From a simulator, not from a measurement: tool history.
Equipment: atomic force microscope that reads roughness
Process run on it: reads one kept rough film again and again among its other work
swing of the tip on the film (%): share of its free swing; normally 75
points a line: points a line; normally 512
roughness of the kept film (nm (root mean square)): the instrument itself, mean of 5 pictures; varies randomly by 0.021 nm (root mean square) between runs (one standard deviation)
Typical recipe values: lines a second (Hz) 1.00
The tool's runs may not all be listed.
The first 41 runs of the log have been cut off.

run    hour  lines a second (Hz)  swing of the tip on the film (%)  points a line  pictures with this tip  hours of work since the height scale was calibrated  roughness of the kept film (nm (root mean square))
 42  1053.4                 0.90                                68            614                      37                                                  863                                               4.531
 43  1073.2                 3.64                                68            800                      58                                                  873                                               3.788
     1078.9  -- new tip fitted
 44  1105.8                 3.64                                68            800                      30                                                  890                                               4.096
 45  1133.8                 2.68                                68            830                      61                                                  904                                               3.948
     1137.8  -- new tip fitted
 46  1161.2                 1.49                                84            830                      26                                                  918                                               4.188
 47  1190.8                 3.61                                84            830                      58                                                  933                                               3.144
     1196.6  -- new tip fitted
 48  1211.6                 2.14                                84            429                      17                                                  944                                               4.023
 49  1231.7                 1.00                                71            487                      39                                                  954                                               4.484
     1257.0  -- new tip fitted
 50  1268.1                 2.90                                71            377                      12                                                  973                                               4.363
 51  1305.2                 3.83                                68            599                      53                                                  992                                               3.795
     1315.7  -- new tip fitted
 52  1344.4                 1.00                                66            524                      32                                                 1012                                               4.628

Each row is a separate what-if for the run after 52, all from the same tool condition, not one after another. Results?
  A  1372.1                 2.71                                75            512                      62                                                 1026                                                   ?
  B  1372.1                 1.45                                67            336                      62                                                 1026                                                   ?
  C  1372.1                 1.00                                57            524                      62                                                 1026                                                   ?
  D  1372.1                 0.71                                69            524                      62                                                 1026                                                   ?

run  roughness of the kept film (nm (root mean square))
  A                                               3.699
  B                                               4.134
  C                                               4.353
  D                                               4.333
Stripped of hidden state, with their random variation kept, the same runs would have yielded:
run  roughness of the kept film (nm (root mean square))
  A                                               4.482
  B                                               5.010
  C                                               5.275
  D                                               5.250
